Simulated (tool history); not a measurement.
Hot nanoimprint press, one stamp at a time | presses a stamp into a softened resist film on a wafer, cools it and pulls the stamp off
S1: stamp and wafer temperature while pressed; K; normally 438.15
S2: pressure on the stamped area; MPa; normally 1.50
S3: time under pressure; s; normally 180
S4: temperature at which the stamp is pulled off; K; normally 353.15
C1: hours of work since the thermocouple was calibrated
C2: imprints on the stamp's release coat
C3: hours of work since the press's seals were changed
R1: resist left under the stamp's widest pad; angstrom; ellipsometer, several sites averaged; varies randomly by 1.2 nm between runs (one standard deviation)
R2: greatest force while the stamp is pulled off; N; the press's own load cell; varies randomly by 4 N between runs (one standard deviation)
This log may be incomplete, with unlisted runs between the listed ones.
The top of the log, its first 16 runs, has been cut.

run     day      S1    S2   S3      S4   C1    C2   C3    R1   R2
 17  15.775  429.15  1.04  180  339.15   41  1003  148  3213  359
 18  16.867  429.15  1.04  180  339.15   59  1106  166  3237  365
 19  17.933  429.15  1.21  122  339.15   76  1207  183  3312  393
 20  18.604  429.15  1.07  295  357.15   87  1270  194  2943  250
 21  19.283  428.15  2.22  295  347.15   98  1334  205  2274  334
 22  20.575  438.15  1.50  124  350.15  119  1456  226  2066  321
 23  21.767  438.15  2.20  204  352.15  138  1569  245  1432  318
 24  22.346  428.15  1.05  180  344.15  147  1624  254  3359  380
 25  23.679  438.15  1.47  180  353.15  169  1750  276  1849  307
 26  24.875  438.15  1.47  182  355.15  188  1862  295  1879  308
 27  25.783  437.15  1.25  117  358.15  203  1948  310  2455  286
 28  26.942  435.15  1.88  254  341.15  222  2058  329  1748  461
     27.371  -- stamp cleaned and given a new release coat
 29  28.367  438.15  1.50  117  352.15  241    94  348  2189  211
 30  29.025  447.15  1.85  117  352.15  251   156  358  1185  211

Consider 3 possible next runs. They are alternatives, not a sequence: every one starts from the tool as it was left by run 30. What does each give?
  A  29.646  438.15  1.50  317  359.15  261  215  368   ?   ?
  B  29.646  438.15  1.50   91  344.15  261  215  368   ?   ?
  C  29.646  441.15  1.50  312  353.15  261  215  368   ?   ?

run    R1   R2
  A  1552  175
  B  2316  269
  C  1319  207
Without the tool's unlogged condition, the same runs would have read:
run    R1   R2
  A  1477  160
  B  2222  248
  C  1257  190
